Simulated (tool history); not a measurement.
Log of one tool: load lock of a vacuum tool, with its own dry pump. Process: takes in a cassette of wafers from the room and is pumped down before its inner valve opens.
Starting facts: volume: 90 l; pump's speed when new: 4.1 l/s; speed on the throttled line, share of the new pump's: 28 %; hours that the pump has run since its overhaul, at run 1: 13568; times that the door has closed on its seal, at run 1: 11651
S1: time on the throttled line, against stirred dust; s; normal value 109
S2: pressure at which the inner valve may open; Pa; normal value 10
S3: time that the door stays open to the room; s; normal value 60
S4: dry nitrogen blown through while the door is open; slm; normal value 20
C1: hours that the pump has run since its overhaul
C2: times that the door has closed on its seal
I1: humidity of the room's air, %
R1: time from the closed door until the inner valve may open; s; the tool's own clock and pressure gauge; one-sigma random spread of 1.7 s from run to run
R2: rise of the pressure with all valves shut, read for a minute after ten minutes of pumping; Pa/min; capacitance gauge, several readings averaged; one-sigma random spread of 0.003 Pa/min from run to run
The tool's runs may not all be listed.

run	day	S1	S2	S3	S4	C1	C2	I1	R1	R2
1	0.000	109	10	60	20	13568	11651	45.4	285.6	0.016
# day 1.412: dry pump taken out, an overhauled one fitted
2	5.050	109	10	60	8	87	11964	46.2	283.8	0.035
3	10.250	109	10	60	20	212	12304	50.7	279.5	0.019
4	16.188	109	10	60	20	355	12691	45.8	282.0	0.015
5	21.442	109	10	60	20	481	13034	45.4	283.7	0.021
6	25.117	109	10	60	20	569	13273	43.4	283.9	0.015
7	29.204	109	10	60	20	667	13540	43.9	281.8	0.017
8	32.354	109	10	60	20	743	13745	45.4	285.7	0.014
9	39.238	109	10	149	20	908	14194	43.0	284.8	0.030
10	42.700	109	10	149	20	991	14420	42.6	281.8	0.031
11	50.162	109	10	149	20	1170	14907	45.2	280.9	0.030
12	54.054	109	10	149	13	1263	15161	42.6	281.2	0.035
13	58.817	109	10	60	20	1378	15472	44.5	281.7	0.019
14	65.938	109	10	60	20	1549	15936	41.9	282.7	0.013
15	69.962	109	10	60	44	1645	16199	41.6	285.2	0.004
16	77.258	109	10	60	44	1820	16675	45.6	285.2	0.012
17	84.754	109	10	60	14	2000	17163	43.5	280.6	0.020
18	91.321	109	10	60	14	2158	17592	44.2	282.7	0.022
19	96.212	109	10	60	14	2275	17911	46.5	279.8	0.022
20	100.483	153	9	231	20	2378	18189	45.6	318.3	0.039
21	107.958	109	10	60	39	2557	18677	44.0	278.6	0.015
22	114.812	55	15	60	20	2722	19124	41.6	236.9	0.021
23	122.217	55	11	150	20	2899	19607	45.7	243.5	0.028
24	126.729	167	11	150	18	3008	19901	44.0	321.4	0.030
25	130.004	63	14	43	18	3086	20115	43.3	241.7	0.019
26	135.450	132	12	36	27	3217	20470	39.9	296.6	0.009
27	142.404	60	12	36	29	3384	20924	44.8	242.7	0.013
28	148.988	106	11	87	10	3542	21353	49.1	277.5	0.039
29	152.575	106	11	87	10	3628	21587	44.4	276.6	0.033
30	159.546	160	15	146	11	3795	22042	45.4	307.4	0.043
31	164.833	108	9	44	19	3922	22387	46.1	281.4	0.020
32	168.338	108	9	44	19	4006	22616	43.6	287.5	0.016
33	175.150	108	10	88	19	4170	23060	43.4	282.0	0.024
34	181.417	108	13	88	9	4320	23469	45.8	275.9	0.041
35	184.888	108	13	88	9	4403	23695	47.1	274.1	0.036
36	190.133	139	10	60	20	4529	24037	42.4	301.1	0.018
37	195.250	174	9	124	24	4652	24371	44.3	335.3	0.021

Alternative continuations, all from the tool just after run 37; predict every row:
A	202.842	109	10	143	17	4834	24866	47.2	?	?
B	202.842	174	9	85	12	4834	24866	46.1	?	?
C	202.842	193	13	130	20	4834	24866	45.8	?	?

run	R1	R2
A	284.9	0.030
B	333.0	0.034
C	334.8	0.025
What these runs would have given with no unlogged condition in the tool:
run	R1	R2
A	284.9	0.030
B	332.9	0.034
C	334.7	0.025
